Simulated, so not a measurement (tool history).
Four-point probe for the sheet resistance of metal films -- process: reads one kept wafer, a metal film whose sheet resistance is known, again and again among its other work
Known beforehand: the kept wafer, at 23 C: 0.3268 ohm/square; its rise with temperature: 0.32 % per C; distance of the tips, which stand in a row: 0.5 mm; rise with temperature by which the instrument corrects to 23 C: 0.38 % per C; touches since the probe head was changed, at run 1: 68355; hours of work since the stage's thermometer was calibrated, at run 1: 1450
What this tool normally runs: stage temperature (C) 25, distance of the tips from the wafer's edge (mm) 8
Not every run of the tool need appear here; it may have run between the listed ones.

run,hour,stage temperature (C),distance of the tips from the wafer's edge (mm),touches since the probe head was changed,hours of work since the stage's thermometer was calibrated,sheet resistance as the instrument gives it (ohm/square)
1,0.0,25,8,68355,1450,0.327046
2,110.3,25,8,71311,1537,0.327075
3,175.9,25,8,73069,1589,0.327060
4,247.9,25,8,75000,1646,0.327066
5,333.6,25,8,77295,1714,0.327033
6,456.1,25,8,80579,1810,0.327113
7,546.5,25,8,82999,1881,0.327101
8,635.5,25,7,85385,1952,0.327291
9,760.2,25,7,88728,2050,0.327182
# hour 783.7: stage's thermometer calibrated
10,825.1,25,7,90452,33,0.327159
11,919.3,25,7,92978,107,0.327323
12,996.3,25,7,95043,168,0.327206
13,1117.2,25,8,98281,263,0.326987
14,1179.4,25,8,99948,312,0.326999
15,1294.5,27,8,103033,403,0.326573
16,1380.7,27,8,105343,471,0.326638
17,1433.6,27,8,106760,513,0.326526
18,1500.9,25,8,108565,566,0.326946
19,1574.5,28,8,110538,624,0.326364
20,1689.2,28,8,113612,714,0.326399
21,1766.5,28,8,115683,775,0.326308
22,1839.7,25,26,117644,833,0.326393
23,1936.7,29,3,120242,910,0.330220
24,2053.3,29,3,123370,1002,0.330219
25,2120.5,33,6,125168,1055,0.325824
# hour 2200.2: new probe head fitted
26,2200.9,20,6,18,1117,0.328753
27,2303.4,21,5,2764,1198,0.329076
28,2428.6,35,66,6121,1297,0.324310
29,2547.1,30,36,9296,1391,0.325286
30,2614.1,25,44,11092,1443,0.326479
31,2704.7,19,3,13520,1515,0.332605
32,2807.5,28,9,16274,1596,0.326290
33,2883.7,23,28,18318,1656,0.326820
34,2950.0,25,5,20094,1708,0.328064
35,3057.4,25,5,22971,1793,0.328252
36,3126.7,31,4,24829,1848,0.327809
37,3255.5,19,8,28280,1949,0.328174
38,3342.3,18,5,30606,2018,0.329711
# hour 3407.3: stage's thermometer calibrated
39,3429.2,22,4,32923,17,0.329717
40,3517.8,21,11,35296,87,0.327616
41,3633.8,22,50,38406,179,0.327050

Describe how what the log doesn't record of the tool's condition differs between the last listed run preceding each entry between runs and the first listed run following it.
After run 9, before run 10: stage's thermometer calibrated (hour 783.7)
  wafer's true temperature over the reading, C: 0.02 -> 0
After run 25, before run 26: new probe head fitted (hour 2200.2)
  inner tips' distance over the nominal, %: -0.006 -> 0; tips' flats over new ones', %: 1 -> 0
After run 38, before run 39: stage's thermometer calibrated (hour 3407.3)
  wafer's true temperature over the reading, C: 0.02 -> 0
